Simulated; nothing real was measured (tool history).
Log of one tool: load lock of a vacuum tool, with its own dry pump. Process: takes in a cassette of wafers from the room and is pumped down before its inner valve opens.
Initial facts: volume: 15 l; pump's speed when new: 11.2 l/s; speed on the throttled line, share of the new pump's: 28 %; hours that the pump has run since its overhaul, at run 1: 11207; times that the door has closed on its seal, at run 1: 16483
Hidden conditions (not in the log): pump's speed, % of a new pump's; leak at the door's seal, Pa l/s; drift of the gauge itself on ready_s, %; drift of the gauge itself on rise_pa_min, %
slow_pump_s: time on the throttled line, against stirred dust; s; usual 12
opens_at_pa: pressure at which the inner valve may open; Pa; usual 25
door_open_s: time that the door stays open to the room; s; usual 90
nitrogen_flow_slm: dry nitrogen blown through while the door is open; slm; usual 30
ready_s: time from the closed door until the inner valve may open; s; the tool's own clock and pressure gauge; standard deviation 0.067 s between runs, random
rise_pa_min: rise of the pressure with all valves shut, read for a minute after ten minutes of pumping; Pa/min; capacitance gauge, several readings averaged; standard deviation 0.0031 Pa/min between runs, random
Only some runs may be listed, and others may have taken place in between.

run      day  slow_pump_s  opens_at_pa  door_open_s  nitrogen_flow_slm  hours that the pump has run since its overhaul  times that the door has closed on its seal  incoming humidity of the room's air, %  ready_s  rise_pa_min
  1        0           12           25           90                 30                                           11207                                       16483                                      47    20.65        0.179
  2      4.5           12           25           90                  5                                           11315                                       16885                                    44.3    20.73         0.23
  3   10.367            8           25           90                  5                                           11456                                       17410                                    44.6    17.81        0.232
  4     20.2            8           25           90                  5                                           11692                                       18290                                    44.9    17.75        0.248
  5   27.483            8           25           90                  5                                           11867                                       18942                                      42    17.86        0.247
  6   37.971            8           25           90                  5                                           12118                                       19881                                    44.1    17.92        0.276
  7   45.938           12           25           90                 30                                           12310                                       20594                                    44.9    20.71         0.24
  8   51.275           12           25           90                 30                                           12438                                       21072                                    45.8    20.66         0.24
  9    61.05           12           25           90                 30                                           12672                                       21946                                    41.2    20.76        0.245
 10   70.938           12           25           90                 17                                           12910                                       22832                                    43.9    20.68         0.28
 11   80.475           12           25           90                 30                                           13138                                       23685                                    46.2     20.8        0.281
 12   88.221           12           25           90                 30                                           13324                                       24378                                    46.6    20.75        0.294
 13   98.679           12           25           90                 19                                           13575                                       25314                                    42.8    20.82        0.316
 14  106.292            7           25           90                 19                                           13758                                       25996                                    44.3    17.26        0.331
 15  116.354            7           25           90                 19                                           14000                                       26896                                      45     17.4        0.338
 16  124.375            7           25           90                 19                                           14192                                       27614                                    44.1    17.31        0.355
 17  131.875           12           21           90                 30                                           14372                                       28285                                    46.5    21.04        0.353
 18    142.5           12           21           90                 30                                           14627                                       29236                                    42.6    21.21        0.363
 19  150.638           12           21           90                 30                                           14822                                       29965                                    44.1    21.24        0.389
 20  157.917           16           21          154                 30                                           14997                                       30616                                    44.6    23.99        0.426
 21  168.546           12           20           46                 30                                           15252                                       31567                                    44.1    21.21        0.396
 22  176.792           12           25           80                 30                                           15450                                       32305                                    41.7    20.79        0.425
 23  185.025           24           20           33                 28                                           15648                                       33042                                    43.4    29.46        0.426
 24  191.538           24           20          117                 28                                           15804                                       33625                                    45.2    29.44        0.465
 25  200.758           24           20          117                 28                                           16025                                       34450                                    44.6    29.61         0.49
 26  205.288           24           43          117                 28                                           16134                                       34856                                    46.1    28.36        0.487
 27  213.921           12           23          169                 39                                           16341                                       35628                                    43.2    21.06        0.506
 28  218.412           12           23          169                 39                                           16449                                       36030                                    44.8    21.12         0.53
 29   222.75           12           23          169                 39                                           16553                                       36419                                    46.1    20.87        0.533
 30  229.221           12           20           90                 30                                           16708                                       36998                                    49.1    21.38        0.526
 31  238.604           20           46           90                 30                                           16934                                       37838                                    41.2    25.56        0.539
 32  243.662            8           25           44                 30                                           17055                                       38290                                    45.3    18.23        0.528
 33  252.262           16           22           35                 12                                           17261                                       39060                                    46.1    23.96        0.566
     256.629  -- dry pump taken out, an overhauled one fitted
 34  257.842           11           34           90                 30                                              29                                       39537                                      47    18.74        0.586
 35  264.292           11           34           90                 30                                             184                                       40114                                      44    18.77        0.593
 36   273.85            7           36           32                 30                                             413                                       40969                                    45.3    15.76        0.575
 37  281.346            6           19           90                 45                                             593                                       41640                                    47.2    16.11        0.617

Results per run with the tool's hidden condition removed, run-to-run variation unchanged:
run  ready_s  rise_pa_min
  1    19.91        0.061
  2    19.98        0.106
  3    16.94        0.102
  4    16.87        0.104
  5    16.96        0.096
  6    17.01         0.11
  7     19.9        0.063
  8    19.84        0.061
  9    19.93        0.052
 10    19.83        0.075
 11    19.94         0.06
 12    19.88        0.063
 13    19.93        0.071
 14     16.2        0.072
 15    16.33        0.073
 16    16.23         0.07
 17    20.07        0.058
 18    20.23        0.053
 19    20.25        0.055
 20    23.13        0.085
 21    20.18        0.038
 22    19.79        0.049
 23    28.84        0.034
 24    28.81        0.068
 25    28.97         0.07
 26    27.86        0.071
 27    19.95        0.073
 28    20.01        0.081
 29    19.76        0.077
 30    20.25        0.058
 31    24.86        0.054
 32    16.94         0.03
 33    22.95        0.046
 34    18.73        0.058
 35    18.75         0.06
 36    15.73        0.027
 37    16.06        0.052
